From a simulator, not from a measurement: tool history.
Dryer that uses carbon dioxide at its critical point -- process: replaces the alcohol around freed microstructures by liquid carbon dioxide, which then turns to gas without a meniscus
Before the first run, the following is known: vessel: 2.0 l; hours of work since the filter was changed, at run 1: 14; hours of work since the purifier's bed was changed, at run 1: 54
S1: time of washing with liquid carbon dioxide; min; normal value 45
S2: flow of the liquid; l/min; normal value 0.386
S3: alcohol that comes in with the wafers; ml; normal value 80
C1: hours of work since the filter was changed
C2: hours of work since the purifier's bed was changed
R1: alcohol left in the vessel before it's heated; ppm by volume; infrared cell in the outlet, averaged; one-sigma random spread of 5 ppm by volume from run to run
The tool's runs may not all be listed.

run 1 day=0.000 | S1=45 S2=0.386 S3=80 | C1=14 C2=54 | R1=24
run 2 day=0.800 | S1=32 S2=0.386 S3=80 | C1=20 C2=60 | R1=109
run 3 day=1.254 | S1=32 S2=0.386 S3=80 | C1=24 C2=63 | R1=123
run 4 day=1.958 | S1=45 S2=0.386 S3=80 | C1=30 C2=69 | R1=24
run 5 day=2.571 | S1=38 S2=0.386 S3=80 | C1=34 C2=74 | R1=53
run 6 day=2.992 | S1=38 S2=0.386 S3=80 | C1=38 C2=77 | R1=46
run 7 day=3.683 | S1=38 S2=0.386 S3=80 | C1=43 C2=83 | R1=48
run 8 day=4.254 | S1=45 S2=0.330 S3=80 | C1=48 C2=87 | R1=46
run 9 day=5.071 | S1=45 S2=0.386 S3=80 | C1=54 C2=94 | R1=31
run 10 day=5.596 | S1=45 S2=0.386 S3=80 | C1=58 C2=98 | R1=31
run 11 day=6.167 | S1=45 S2=0.386 S3=80 | C1=63 C2=102 | R1=34
run 12 day=6.671 | S1=45 S2=0.386 S3=80 | C1=67 C2=106 | R1=42
run 13 day=7.129 | S1=45 S2=0.386 S3=80 | C1=70 C2=110 | R1=35
run 14 day=7.671 | S1=45 S2=0.386 S3=80 | C1=75 C2=114 | R1=39
run 15 day=8.488 | S1=45 S2=0.386 S3=80 | C1=81 C2=121 | R1=34
run 16 day=9.029 | S1=45 S2=0.386 S3=80 | C1=86 C2=125 | R1=34
run 17 day=9.629 | S1=45 S2=0.386 S3=80 | C1=90 C2=130 | R1=29
run 18 day=10.454 | S1=45 S2=0.386 S3=80 | C1=97 C2=136 | R1=47
run 19 day=11.117 | S1=45 S2=0.386 S3=80 | C1=102 C2=141 | R1=35
run 20 day=11.525 | S1=45 S2=0.478 S3=80 | C1=105 C2=145 | R1=25
run 21 day=12.154 | S1=45 S2=0.478 S3=80 | C1=110 C2=150 | R1=42
run 22 day=12.529 | S1=43 S2=0.386 S3=80 | C1=113 C2=153 | R1=42
run 23 day=13.133 | S1=45 S2=0.386 S3=80 | C1=118 C2=157 | R1=44
run 24 day=13.729 | S1=67 S2=0.592 S3=97 | C1=123 C2=162 | R1=45
run 25 day=14.396 | S1=54 S2=0.307 S3=60 | C1=128 C2=167 | R1=51
run 26 day=14.900 | S1=61 S2=0.403 S3=61 | C1=132 C2=171 | R1=36
run 27 day=15.758 | S1=65 S2=0.553 S3=26 | C1=139 C2=178 | R1=41
run 28 day=16.442 | S1=70 S2=0.418 S3=88 | C1=144 C2=184 | R1=38
run 29 day=17.012 | S1=44 S2=0.351 S3=35 | C1=149 C2=188 | R1=50
run 30 day=17.675 | S1=66 S2=0.472 S3=48 | C1=154 C2=193 | R1=38
run 31 day=18.046 | S1=49 S2=0.472 S3=20 | C1=157 C2=196 | R1=40
run 32 day=18.625 | S1=65 S2=0.359 S3=80 | C1=161 C2=201 | R1=39
run 33 day=19.179 | S1=65 S2=0.359 S3=80 | C1=166 C2=205 | R1=36
run 34 day=19.817 | S1=65 S2=0.359 S3=80 | C1=171 C2=210 | R1=40
run 35 day=20.400 | S1=47 S2=0.266 S3=28 | C1=175 C2=215 | R1=78
run 36 day=20.838 | S1=68 S2=0.302 S3=36 | C1=179 C2=218 | R1=39
run 37 day=21.696 | S1=68 S2=0.302 S3=36 | C1=186 C2=225 | R1=45
run 38 day=22.333 | S1=68 S2=0.302 S3=36 | C1=191 C2=230 | R1=50
run 39 day=23.025 | S1=46 S2=0.363 S3=30 | C1=196 C2=236 | R1=57
run 40 day=23.900 | S1=45 S2=0.358 S3=80 | C1=203 C2=243 | R1=64
run 41 day=24.504 | S1=45 S2=0.358 S3=80 | C1=208 C2=247 | R1=74
run 42 day=25.000 | S1=36 S2=0.386 S3=107 | C1=212 C2=251 | R1=129
run 43 day=25.588 | S1=27 S2=0.303 S3=80 | C1=217 C2=256 | R1=969
run 44 day=26.350 | S1=35 S2=0.610 S3=63 | C1=223 C2=262 | R1=38
run 45 day=27.133 | S1=39 S2=0.461 S3=80 | C1=229 C2=268 | R1=51

Below are 4 alternative next runs, each starting from the tool's condition after run 45. Predict each:
run A day=27.996 | S1=45 S2=0.605 S3=80 | C1=236 C2=275 | R1=?
run B day=27.996 | S1=37 S2=0.386 S3=80 | C1=236 C2=275 | R1=?
run C day=27.996 | S1=35 S2=0.267 S3=27 | C1=236 C2=275 | R1=?
run D day=27.996 | S1=57 S2=0.295 S3=61 | C1=236 C2=275 | R1=?

run=A R1=57
run=B R1=103
run=C R1=229
run=D R1=69
Without the tool's hidden state the same runs would have given:
run=A R1=10
run=B R1=38
run=C R1=141
run=D R1=17

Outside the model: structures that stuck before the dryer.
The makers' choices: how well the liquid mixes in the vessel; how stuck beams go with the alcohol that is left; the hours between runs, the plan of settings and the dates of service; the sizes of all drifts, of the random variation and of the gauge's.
